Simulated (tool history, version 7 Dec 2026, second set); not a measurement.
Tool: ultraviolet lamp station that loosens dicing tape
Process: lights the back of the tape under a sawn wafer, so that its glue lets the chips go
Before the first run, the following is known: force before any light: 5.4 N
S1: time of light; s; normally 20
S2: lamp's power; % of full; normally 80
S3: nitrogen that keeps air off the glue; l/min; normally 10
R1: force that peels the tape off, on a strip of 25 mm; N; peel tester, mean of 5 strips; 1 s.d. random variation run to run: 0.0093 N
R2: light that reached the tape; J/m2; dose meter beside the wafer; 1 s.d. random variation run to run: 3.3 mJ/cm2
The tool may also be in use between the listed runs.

{"run": 1, "hour": 0.0, "S1": 20, "S2": 80, "S3": 10, "R1": 0.403, "R2": 5220}
{"run": 2, "hour": 23.9, "S1": 20, "S2": 80, "S3": 10, "R1": 0.393, "R2": 5250}
{"run": 3, "hour": 52.9, "S1": 20, "S2": 80, "S3": 10, "R1": 0.396, "R2": 5260}
{"run": 4, "hour": 71.1, "S1": 20, "S2": 72, "S3": 10, "R1": 0.477, "R2": 4720}
{"run": 5, "hour": 99.6, "S1": 20, "S2": 72, "S3": 10, "R1": 0.463, "R2": 4730}
{"run": 6, "hour": 119.7, "S1": 20, "S2": 72, "S3": 10, "R1": 0.471, "R2": 4720}
{"run": 7, "hour": 154.1, "S1": 20, "S2": 91, "S3": 10, "R1": 0.341, "R2": 5920}
{"hour": 176.7, "done": "lamp changed"}
{"run": 8, "hour": 180.8, "S1": 20, "S2": 91, "S3": 10, "R1": 0.318, "R2": 5990}
{"run": 9, "hour": 215.4, "S1": 20, "S2": 91, "S3": 10, "R1": 0.328, "R2": 5970}
{"run": 10, "hour": 240.9, "S1": 20, "S2": 91, "S3": 10, "R1": 0.318, "R2": 5920}
{"run": 11, "hour": 276.2, "S1": 20, "S2": 80, "S3": 10, "R1": 0.39, "R2": 5210}
{"run": 12, "hour": 296.3, "S1": 20, "S2": 80, "S3": 10, "R1": 0.394, "R2": 5220}
{"run": 13, "hour": 312.3, "S1": 10, "S2": 80, "S3": 17, "R1": 0.928, "R2": 2640}
{"run": 14, "hour": 346.8, "S1": 10, "S2": 68, "S3": 17, "R1": 1.182, "R2": 2260}
{"run": 15, "hour": 384.7, "S1": 10, "S2": 71, "S3": 11, "R1": 1.311, "R2": 2300}
{"run": 16, "hour": 405.1, "S1": 10, "S2": 71, "S3": 7, "R1": 1.539, "R2": 2330}
{"run": 17, "hour": 438.5, "S1": 13, "S2": 96, "S3": 7, "R1": 0.708, "R2": 4060}
{"run": 18, "hour": 478.3, "S1": 13, "S2": 85, "S3": 7, "R1": 0.856, "R2": 3610}
{"run": 19, "hour": 494.5, "S1": 30, "S2": 79, "S3": 3, "R1": 0.409, "R2": 7790}
{"run": 20, "hour": 532.2, "S1": 19, "S2": 80, "S3": 9, "R1": 0.458, "R2": 5030}
{"hour": 536.4, "done": "window cleaned of glue's vapour"}
{"run": 21, "hour": 550.4, "S1": 39, "S2": 84, "S3": 3, "R1": 0.273, "R2": 10710}
{"run": 22, "hour": 588.8, "S1": 11, "S2": 80, "S3": 12, "R1": 0.964, "R2": 2890}
{"run": 23, "hour": 620.8, "S1": 20, "S2": 85, "S3": 3, "R1": 0.701, "R2": 5560}

Below are 4 alternative next runs, each starting from the tool's condition after run 23. Predict each:
{"run": "A", "hour": 658.9, "S1": 20, "S2": 62, "S3": 9, "R1": "?", "R2": "?"}
{"run": "B", "hour": 658.9, "S1": 20, "S2": 80, "S3": 20, "R1": "?", "R2": "?"}
{"run": "C", "hour": 658.9, "S1": 15, "S2": 61, "S3": 13, "R1": "?", "R2": "?"}
{"run": "D", "hour": 658.9, "S1": 12, "S2": 80, "S3": 11, "R1": "?", "R2": "?"}

run=A R1=0.637 R2=4090
run=B R1=0.317 R2=5220
run=C R1=0.852 R2=2980
run=D R1=0.843 R2=3200
Stripped of hidden state, with their random variation kept, the same runs would have yielded:
run=A R1=0.635 R2=4100
run=B R1=0.317 R2=5230
run=C R1=0.850 R2=2980
run=D R1=0.841 R2=3210
